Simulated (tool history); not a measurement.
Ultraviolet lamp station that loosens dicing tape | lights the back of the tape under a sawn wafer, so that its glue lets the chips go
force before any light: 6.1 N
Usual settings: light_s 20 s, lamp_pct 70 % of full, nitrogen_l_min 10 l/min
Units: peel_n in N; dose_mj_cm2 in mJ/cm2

run,day,light_s,lamp_pct,nitrogen_l_min,peel_n,dose_mj_cm2
1,0,20,70,10,0.98,347
2,0.471,11,70,10,2.25,190
3,0.738,20,70,10,0.982,355
# day 1.017: window cleaned of glue's vapour
4,1.3,20,70,10,1.084,331
5,1.675,20,70,10,1.074,333
6,2.175,20,70,10,1.083,331
7,2.554,20,70,10,1.082,333
8,2.996,11,70,10,2.275,181
9,3.3,11,70,10,2.364,179
10,3.658,11,70,10,2.34,178
11,3.967,20,70,7,1.402,329
# day 4.038: window cleaned of glue's vapour, once more
12,4.408,20,70,7,1.118,376
13,4.783,20,70,10,0.831,379
14,5.275,20,70,10,0.835,379
15,5.667,20,70,10,0.877,382
16,6.012,36,84,10,0.141,811
17,6.3,27,97,7,0.312,698
18,6.671,40,73,3,0.594,779
19,6.992,26,68,6,0.879,470
20,7.246,16,88,10,0.874,374
21,7.546,20,97,19,0.249,514
22,7.967,20,74,17,0.539,393
23,8.283,24,92,12,0.289,579
24,8.742,17,70,10,1.152,312
25,9.112,20,96,4,1.083,504
26,9.629,40,91,3,0.367,940
27,10.096,11,95,3,2.634,272
28,10.533,11,95,3,2.656,267

Forecast each of these 3 alternatives for the next run:
A,11.096,35,92,6,?,?
B,11.096,20,85,7,?,?
C,11.096,11,92,4,?,?

run,peel_n,dose_mj_cm2
A,0.24,831
B,0.858,431
C,2.437,264
Without the tool's hidden state the same runs would have given:
run,peel_n,dose_mj_cm2
A,0.191,908
B,0.724,471
C,2.244,289
